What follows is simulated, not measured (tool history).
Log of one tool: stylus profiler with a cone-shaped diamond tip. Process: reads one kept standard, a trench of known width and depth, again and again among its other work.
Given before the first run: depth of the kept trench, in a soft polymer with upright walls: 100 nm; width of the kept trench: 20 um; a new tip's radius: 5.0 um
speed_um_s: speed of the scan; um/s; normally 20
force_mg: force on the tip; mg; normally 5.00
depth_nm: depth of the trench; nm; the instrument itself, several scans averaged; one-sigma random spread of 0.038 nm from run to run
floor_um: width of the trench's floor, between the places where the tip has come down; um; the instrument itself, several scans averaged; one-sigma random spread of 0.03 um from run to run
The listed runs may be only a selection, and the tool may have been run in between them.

Run 1, hour 0.0: usual settings. Result: depth_nm 101.61 nm, floor_um 17.82 um.
Run 2, hour 56.4: usual settings but force_mg 1.82 mg. Result: depth_nm 100.75 nm, floor_um 17.75 um.
Run 3, hour 130.9: usual settings but force_mg 1.82 mg. Result: depth_nm 100.74 nm, floor_um 17.75 um.
Run 4, hour 211.6: usual settings. Result: depth_nm 101.61 nm, floor_um 17.73 um.
Run 5, hour 271.3: usual settings but speed_um_s 80 um/s. Result: depth_nm 101.62 nm, floor_um 17.60 um.
Run 6, hour 380.4: usual settings but speed_um_s 80 um/s. Result: depth_nm 101.58 nm, floor_um 17.60 um.
Run 7, hour 431.1: usual settings but speed_um_s 17 um/s. Result: depth_nm 101.61 nm, floor_um 17.76 um.
Run 8, hour 507.1: usual settings. Result: depth_nm 101.59 nm, floor_um 17.71 um.
Run 9, hour 604.8: usual settings. Result: depth_nm 101.51 nm, floor_um 17.73 um.
Run 10, hour 711.8: usual settings. Result: depth_nm 101.55 nm, floor_um 17.68 um.
At hour 719.5: height scale calibrated on a step standard.
Run 11, hour 788.4: usual settings. Result: depth_nm 101.44 nm, floor_um 17.75 um.
Run 12, hour 890.2: usual settings but speed_um_s 10 um/s. Result: depth_nm 101.36 nm, floor_um 17.68 um.
At hour 981.5: height scale calibrated on a step standard, once more.
Run 13, hour 1003.2: usual settings but speed_um_s 10 um/s. Result: depth_nm 101.85 nm, floor_um 17.68 um.
Run 14, hour 1070.5: usual settings but speed_um_s 10 um/s. Result: depth_nm 101.76 nm, floor_um 17.70 um.
Run 15, hour 1186.8: usual settings but speed_um_s 16 um/s, force_mg 3.04 mg. Result: depth_nm 101.29 nm, floor_um 17.64 um.
Run 16, hour 1288.4: usual settings but speed_um_s 7 um/s, force_mg 14.87 mg. Result: depth_nm 103.79 nm, floor_um 17.65 um.
Run 17, hour 1344.4: usual settings but speed_um_s 7 um/s, force_mg 13.57 mg. Result: depth_nm 103.56 nm, floor_um 17.63 um.
Run 18, hour 1396.6: usual settings but speed_um_s 7 um/s, force_mg 13.57 mg. Result: depth_nm 103.46 nm, floor_um 17.65 um.
Run 19, hour 1478.2: usual settings but speed_um_s 7 um/s, force_mg 13.57 mg. Result: depth_nm 103.50 nm, floor_um 17.61 um.
Run 20, hour 1539.0: usual settings but speed_um_s 7 um/s, force_mg 5.77 mg. Result: depth_nm 101.93 nm, floor_um 17.61 um.
Run 21, hour 1637.0: usual settings but speed_um_s 25 um/s, force_mg 1.97 mg. Result: depth_nm 100.99 nm, floor_um 17.47 um.
Run 22, hour 1739.3: usual settings but speed_um_s 33 um/s, force_mg 3.59 mg. Result: depth_nm 101.45 nm, floor_um 17.55 um.
Run 23, hour 1795.6: usual settings but speed_um_s 76 um/s, force_mg 4.66 mg. Result: depth_nm 101.59 nm, floor_um 17.40 um.
Run 24, hour 1866.9: usual settings but speed_um_s 13 um/s, force_mg 2.41 mg. Result: depth_nm 100.99 nm, floor_um 17.54 um.

Consider 5 possible next runs. They are alternatives, not a sequence: every one starts from the tool as it was left by run 24. What does each give?
Run A, hour 1972.9: usual settings but speed_um_s 39 um/s, force_mg 13.36 mg. Result: depth_nm ?, floor_um ?.
Run B, hour 1972.9: usual settings but speed_um_s 18 um/s, force_mg 3.57 mg. Result: depth_nm ?, floor_um ?.
Run C, hour 1972.9: usual settings but force_mg 3.94 mg. Result: depth_nm ?, floor_um ?.
Run D, hour 1972.9: usual settings but speed_um_s 34 um/s, force_mg 9.71 mg. Result: depth_nm ?, floor_um ?.
Run E, hour 1972.9: usual settings but speed_um_s 8 um/s, force_mg 3.10 mg. Result: depth_nm ?, floor_um ?.

run  depth_nm  floor_um
  A    103.42     17.45
  B    101.31     17.45
  C    101.41     17.51
  D    102.69     17.49
  E    101.29     17.54
Had the tool no hidden state, the same runs would have come out as:
run  depth_nm  floor_um
  A    103.56     17.91
  B    101.45     17.91
  C    101.56     17.97
  D    102.84     17.94
  E    101.43     18.00
